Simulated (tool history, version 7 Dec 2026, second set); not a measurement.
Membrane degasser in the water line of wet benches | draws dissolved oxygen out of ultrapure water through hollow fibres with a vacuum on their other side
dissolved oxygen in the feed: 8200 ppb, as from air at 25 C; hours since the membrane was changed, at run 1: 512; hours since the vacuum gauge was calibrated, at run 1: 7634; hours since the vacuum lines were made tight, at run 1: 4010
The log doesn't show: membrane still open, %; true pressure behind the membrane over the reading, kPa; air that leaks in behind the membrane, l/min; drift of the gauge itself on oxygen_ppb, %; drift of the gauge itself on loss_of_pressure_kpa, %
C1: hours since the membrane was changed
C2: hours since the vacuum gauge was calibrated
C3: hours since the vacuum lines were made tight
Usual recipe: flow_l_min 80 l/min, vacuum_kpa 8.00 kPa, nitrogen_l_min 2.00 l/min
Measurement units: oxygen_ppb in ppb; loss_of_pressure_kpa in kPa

Run 1, hour 0.0: usual settings; C1 512; C2 7634; C3 4010. Result: oxygen_ppb 545.8 ppb, loss_of_pressure_kpa 49.74 kPa.
Run 2, hour 32.1: usual settings; C1 544; C2 7666; C3 4042. Result: oxygen_ppb 543.9 ppb, loss_of_pressure_kpa 49.47 kPa.
Run 3, hour 85.6: usual settings; C1 597; C2 7719; C3 4096. Result: oxygen_ppb 542.5 ppb, loss_of_pressure_kpa 49.67 kPa.
Run 4, hour 127.3: usual settings but nitrogen_l_min 3.62 l/min; C1 639; C2 7761; C3 4138. Result: oxygen_ppb 404.1 ppb, loss_of_pressure_kpa 49.51 kPa.
Run 5, hour 171.2: usual settings but nitrogen_l_min 3.62 l/min; C1 683; C2 7805; C3 4181. Result: oxygen_ppb 392.6 ppb, loss_of_pressure_kpa 49.58 kPa.
Run 6, hour 230.3: usual settings but vacuum_kpa 18.67 kPa; C1 742; C2 7864; C3 4241. Result: oxygen_ppb 1266.4 ppb, loss_of_pressure_kpa 49.52 kPa.
Run 7, hour 266.3: usual settings but vacuum_kpa 18.67 kPa; C1 778; C2 7900; C3 4277. Result: oxygen_ppb 1249.3 ppb, loss_of_pressure_kpa 49.53 kPa.
Run 8, hour 321.5: usual settings but vacuum_kpa 18.67 kPa; C1 833; C2 7955; C3 4332. Result: oxygen_ppb 1252.1 ppb, loss_of_pressure_kpa 50.03 kPa.
Run 9, hour 361.9: usual settings but vacuum_kpa 9.55 kPa; C1 873; C2 7996; C3 4372. Result: oxygen_ppb 651.7 ppb, loss_of_pressure_kpa 49.61 kPa.
Run 10, hour 393.0: usual settings but vacuum_kpa 9.55 kPa; C1 904; C2 8027; C3 4403. Result: oxygen_ppb 649.3 ppb, loss_of_pressure_kpa 49.54 kPa.
Run 11, hour 453.8: usual settings but vacuum_kpa 5.81 kPa, nitrogen_l_min 1.15 l/min; C1 965; C2 8088; C3 4464. Result: oxygen_ppb 501.9 ppb, loss_of_pressure_kpa 49.78 kPa.
Run 12, hour 505.3: usual settings but flow_l_min 49 l/min, vacuum_kpa 5.89 kPa, nitrogen_l_min 0.83 l/min; C1 1017; C2 8139; C3 4516. Result: oxygen_ppb 362.9 ppb, loss_of_pressure_kpa 30.02 kPa.
Run 13, hour 549.9: usual settings but flow_l_min 84 l/min, nitrogen_l_min 1.12 l/min; C1 1061; C2 8184; C3 4560. Result: oxygen_ppb 782.5 ppb, loss_of_pressure_kpa 52.54 kPa.
At hour 553.6: vacuum gauge calibrated.
Run 14, hour 591.5: usual settings but flow_l_min 84 l/min, vacuum_kpa 17.19 kPa, nitrogen_l_min 5.25 l/min; C1 1102; C2 38; C3 4601. Result: oxygen_ppb 661.9 ppb, loss_of_pressure_kpa 51.98 kPa.
Run 15, hour 645.7: usual settings but flow_l_min 70 l/min, vacuum_kpa 8.40 kPa, nitrogen_l_min 4.83 l/min; C1 1157; C2 92; C3 4655. Result: oxygen_ppb 310.4 ppb, loss_of_pressure_kpa 43.44 kPa.
Run 16, hour 695.1: usual settings but flow_l_min 93 l/min, vacuum_kpa 6.00 kPa, nitrogen_l_min 4.19 l/min; C1 1206; C2 141; C3 4705. Result: oxygen_ppb 366.9 ppb, loss_of_pressure_kpa 57.69 kPa.
Run 17, hour 758.0: usual settings but flow_l_min 54 l/min, vacuum_kpa 17.51 kPa, nitrogen_l_min 4.87 l/min; C1 1269; C2 204; C3 4768. Result: oxygen_ppb 444.6 ppb, loss_of_pressure_kpa 33.74 kPa.

Run 18 comes next. What will it give?
Run 18, hour 815.2: usual settings but flow_l_min 108 l/min, vacuum_kpa 18.60 kPa, nitrogen_l_min 0.92 l/min; C1 1326; C2 262; C3 4825. Result: oxygen_ppb ?, loss_of_pressure_kpa ?.

{"run 18": {"oxygen_ppb": 2343.8, "loss_of_pressure_kpa": 67.25}}
On a tool with no hidden condition, and with the same random variation, this run would have come out at oxygen_ppb 2301.9 ppb, loss_of_pressure_kpa 66.96 kPa.

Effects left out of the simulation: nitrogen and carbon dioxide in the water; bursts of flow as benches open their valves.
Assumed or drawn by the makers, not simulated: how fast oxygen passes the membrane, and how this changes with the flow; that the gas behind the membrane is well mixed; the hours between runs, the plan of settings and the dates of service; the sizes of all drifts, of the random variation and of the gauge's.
